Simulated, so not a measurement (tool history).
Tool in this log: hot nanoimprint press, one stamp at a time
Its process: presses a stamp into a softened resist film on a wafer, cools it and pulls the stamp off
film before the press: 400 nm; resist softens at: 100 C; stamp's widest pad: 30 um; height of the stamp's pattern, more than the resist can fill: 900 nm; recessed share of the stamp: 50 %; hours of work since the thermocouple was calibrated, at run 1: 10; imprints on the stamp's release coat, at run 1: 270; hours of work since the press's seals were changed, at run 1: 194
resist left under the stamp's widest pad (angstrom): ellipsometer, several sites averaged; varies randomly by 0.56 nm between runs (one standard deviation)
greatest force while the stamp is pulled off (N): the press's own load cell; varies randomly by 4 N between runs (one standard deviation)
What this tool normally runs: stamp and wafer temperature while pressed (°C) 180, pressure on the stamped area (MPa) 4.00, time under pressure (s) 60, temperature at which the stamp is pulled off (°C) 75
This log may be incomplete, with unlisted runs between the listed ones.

run,day,stamp and wafer temperature while pressed (°C),pressure on the stamped area (MPa),time under pressure (s),temperature at which the stamp is pulled off (°C),hours of work since the thermocouple was calibrated,imprints on the stamp's release coat,hours of work since the press's seals were changed,resist left under the stamp's widest pad (angstrom),greatest force while the stamp is pulled off (N)
1,0.000,180,4.00,60,75,10,270,194,1861,207
2,0.221,180,4.00,60,75,12,288,197,1877,214
3,0.467,180,4.00,60,75,16,310,201,1864,210
4,0.738,180,4.00,60,75,19,333,204,1856,212
5,1.071,180,4.00,60,82,24,361,209,1862,188
6,1.267,180,4.00,60,82,27,378,212,1868,187
7,1.583,180,4.00,60,75,31,405,216,1864,224
8,2.021,180,4.00,39,75,37,442,222,2162,222
# day 2.183: plate thermocouple calibrated
9,2.325,180,4.00,39,75,2,457,224,2155,230
10,2.704,180,4.00,39,75,7,490,229,2173,223
11,2.929,180,4.00,60,75,10,509,232,1859,225
12,3.308,180,4.00,60,75,15,541,238,1863,235
13,3.721,180,4.00,60,75,21,577,243,1856,236
14,3.917,180,4.00,49,75,23,593,246,1996,233
15,4.217,180,4.00,49,75,28,619,250,2009,232
16,4.604,180,4.00,72,75,33,652,255,1741,240
# day 4.846: plate thermocouple calibrated, once more
17,5.012,180,4.00,72,75,2,676,259,1744,236
18,5.288,180,4.00,60,66,6,700,263,1865,278
19,5.521,176,4.00,74,66,9,720,266,2022,285
20,5.862,192,4.00,60,75,14,749,270,1180,240
21,6.150,180,2.65,60,82,18,774,274,2230,211
22,6.542,180,4.00,39,75,23,807,280,2173,254
23,6.912,180,4.00,39,75,28,839,285,2165,253
24,7.304,180,3.63,61,62,33,872,290,1936,315
25,7.712,180,4.00,38,74,39,907,296,2189,266
26,7.892,180,5.74,60,77,41,922,298,1569,247
27,8.254,180,5.74,60,77,46,953,303,1568,253
28,8.533,169,2.80,44,77,50,977,307,3233,252
29,8.825,169,2.80,44,77,54,1002,311,3218,254

Alternative continuations, all from the tool just after run 29; predict every row:
A,9.246,180,4.00,67,75,60,1038,316,?,?
B,9.246,169,2.96,120,66,60,1038,316,?,?
C,9.246,180,5.95,54,75,60,1038,316,?,?

run,resist left under the stamp's widest pad (angstrom),greatest force while the stamp is pulled off (N)
A,1788,266
B,2536,312
C,1609,259
Take away the tool's hidden state, keep each run's random variation, and the runs would have read:
run,resist left under the stamp's widest pad (angstrom),greatest force while the stamp is pulled off (N)
A,1787,192
B,2543,226
C,1599,187
